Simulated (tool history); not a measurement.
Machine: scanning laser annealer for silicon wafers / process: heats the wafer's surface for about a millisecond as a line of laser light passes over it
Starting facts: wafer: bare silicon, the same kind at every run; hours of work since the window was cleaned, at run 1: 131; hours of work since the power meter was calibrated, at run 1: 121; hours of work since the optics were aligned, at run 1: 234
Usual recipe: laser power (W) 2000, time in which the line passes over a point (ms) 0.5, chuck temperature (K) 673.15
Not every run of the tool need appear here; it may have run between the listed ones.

run   hour  laser power (W)  time in which the line passes over a point (ms)  chuck temperature (K)  hours of work since the window was cleaned  hours of work since the power meter was calibrated  hours of work since the optics were aligned  highest temperature of the surface (K)
  1      0             2000                                              0.5                 673.15                                         131                                                 121                                          234                                 1347.15
  2    8.9             2000                                              0.5                 673.15                                         138                                                 128                                          241                                 1347.15
  3   15.5             2000                                              0.5                 673.15                                         143                                                 133                                          246                                 1345.15
  4   26.2             2000                                            0.597                 673.15                                         152                                                 141                                          254                                 1398.15
  5   31.1             2000                                            0.597                 673.15                                         155                                                 145                                          258                                 1397.15
  6   37.2             2198                                            0.597                 673.15                                         160                                                 150                                          262                                 1494.15
  7   47.3             2198                                            0.597                 673.15                                         168                                                 158                                          270                                 1492.15
  8   54.1             2198                                            0.597                 673.15                                         173                                                 163                                          275                                 1493.15
  9   60.6             2198                                            0.597                 673.15                                         178                                                 168                                          280                                 1493.15
 10   65.5             2000                                            0.451                 673.15                                         182                                                 172                                          284                                 1308.15
 11   75.9             2000                                            0.451                 673.15                                         190                                                 180                                          292                                 1308.15
 12   86.6             2000                                            0.451                 673.15                                         198                                                 188                                          300                                 1306.15
 13   91.3             2000                                              0.5                 666.15                                         202                                                 191                                          304                                 1330.15
 14  101.3             2154                                              0.5                 673.15                                         209                                                 199                                          312                                 1402.15
 15  111.4             2000                                              0.5                 665.15                                         217                                                 207                                          319                                 1322.15
 16  117.8             2000                                              0.5                 665.15                                         222                                                 212                                          324                                 1320.15
 17  128.7             2000                                              0.5                 665.15                                         230                                                 220                                          333                                 1321.15
 18  137.1             2000                                              0.5                 665.15                                         237                                                 227                                          339                                 1320.15
 19  145.9             2000                                              0.5                 673.15                                         244                                                 233                                          346                                 1326.15
 20  152.3             2097                                              0.5                 673.15                                         248                                                 238                                          351                                 1370.15
 21  162.3             2097                                              0.5                 673.15                                         256                                                 246                                          359                                 1369.15
 22    167             2097                                            0.353                 692.15                                         260                                                 250                                          362                                 1290.15
 23  173.7             1993                                            0.353                 692.15                                         265                                                 255                                          367                                 1245.15
 24  181.9             1993                                            0.353                 689.15                                         271                                                 261                                          374                                 1245.15
 25  191.4             1993                                            0.353                 689.15                                         279                                                 268                                          381                                 1242.15
 26  196.5             1993                                            0.353                 689.15                                         282                                                 272                                          385                                 1238.15
 27  204.4             1993                                            0.353                 689.15                                         289                                                 278                                          391                                 1238.15
 28  213.8             1993                                            0.353                 689.15                                         296                                                 286                                          398                                 1237.15
 29  220.5             1993                                            0.353                 689.15                                         301                                                 291                                          403                                 1240.15
 30  226.1             1993                                            0.353                 689.15                                         305                                                 295                                          408                                 1238.15
 31  233.8             1963                                            0.408                 671.15                                         311                                                 301                                          414                                 1242.15
 32  238.9             2000                                            0.439                 651.15                                         315                                                 305                                          417                                 1257.15
 33  246.1             2058                                            0.364                 641.15                                         321                                                 310                                          423                                 1218.15
 34  254.6             2058                                            0.364                 641.15                                         327                                                 317                                          430                                 1218.15
 35  265.5             2000                                            0.361                 663.15                                         336                                                 325                                          438                                 1217.15
 36  274.5             1893                                            0.369                 650.15                                         342                                                 332                                          445                                 1164.15
     287.4  -- window over the wafer cleaned
 37  287.4             1702                                            0.422                 657.15                                           0                                                 341                                          453                                 1169.15
 38  294.1             1702                                            0.422                 657.15                                           5                                                 346                                          458                                 1175.15
 39  301.3             2000                                            0.365                 669.15                                          11                                                 351                                          464                                 1264.15
 40  305.9             1715                                              0.5                 661.15                                          14                                                 355                                          467                                 1218.15
 41  313.2             1827                                            0.482                 658.15                                          20                                                 360                                          473                                 1251.15
 42  318.1             1852                                            0.484                 707.15                                          24                                                 364                                          477                                 1312.15

Some steps in highest temperature of the surface (K), run to run, broken into two amounts with sign: the step expected even without the hidden condition (settings, incoming material, random variation), and the rest, left for the hidden condition together with whatever gauge scatter is not in both the measured and the hidden-condition-free result:
Unlogged tool condition in this case: light that passes the window, % of a clean one's; laser's true power over the reading, %; width of the line over the set one, %; drift of the gauge itself on peak_c, C.
Run 5 -> 6: laser power (W) 2000 -> 2198. highest temperature of the surface (K) +97: hidden state -6, all else +103.
Run 9 -> 10: laser power (W) 2198 -> 2000, time in which the line passes over a point (ms) 0.597 -> 0.451. highest temperature of the surface (K) -185: hidden state +10, all else -195.
Run 21 -> 22: time in which the line passes over a point (ms) 0.5 -> 0.353, chuck temperature (K) 673.15 -> 692.15. highest temperature of the surface (K) -79: hidden state +8, all else -87.
Run 36 -> 37: laser power (W) 1893 -> 1702, time in which the line passes over a point (ms) 0.369 -> 0.422, chuck temperature (K) 650.15 -> 657.15, window over the wafer cleaned. highest temperature of the surface (K) +5: hidden state +43, all else -38.
Run 38 -> 39: laser power (W) 1702 -> 2000, time in which the line passes over a point (ms) 0.422 -> 0.365, chuck temperature (K) 657.15 -> 669.15. highest temperature of the surface (K) +89: hidden state -3, all else +92.
